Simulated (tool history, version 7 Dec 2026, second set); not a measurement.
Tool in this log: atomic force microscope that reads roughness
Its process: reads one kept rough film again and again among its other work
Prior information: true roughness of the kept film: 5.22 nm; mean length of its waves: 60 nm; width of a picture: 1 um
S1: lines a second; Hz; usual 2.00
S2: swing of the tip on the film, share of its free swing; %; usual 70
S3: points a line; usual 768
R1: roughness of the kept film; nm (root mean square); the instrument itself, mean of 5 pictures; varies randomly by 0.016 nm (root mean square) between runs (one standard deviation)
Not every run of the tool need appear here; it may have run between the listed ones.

run   hour    S1  S2   S3     R1
  1    0.0  2.00  70  768  4.650
  2   15.4  2.00  79  768  4.427
  3   33.2  2.00  70  665  4.605
  4   48.7  2.00  70  665  4.576
  5   58.2  2.00  64  768  4.684
  6   75.2  2.00  87  768  4.169
  7   85.5  2.00  87  603  4.123
      88.1  -- height scale calibrated on a step standard
  8  103.3  2.00  87  603  4.099
     121.1  -- height scale calibrated on a step standard, once more
  9  123.7  0.88  87  312  4.490

For run 10, what comes out?
 10  132.3  0.88  87  312   ?

Logged for run 10: R1 4.463 nm (root mean square).
On a tool with no hidden condition, and with the same random variation, this run would have come out at R1 4.651 nm (root mean square).
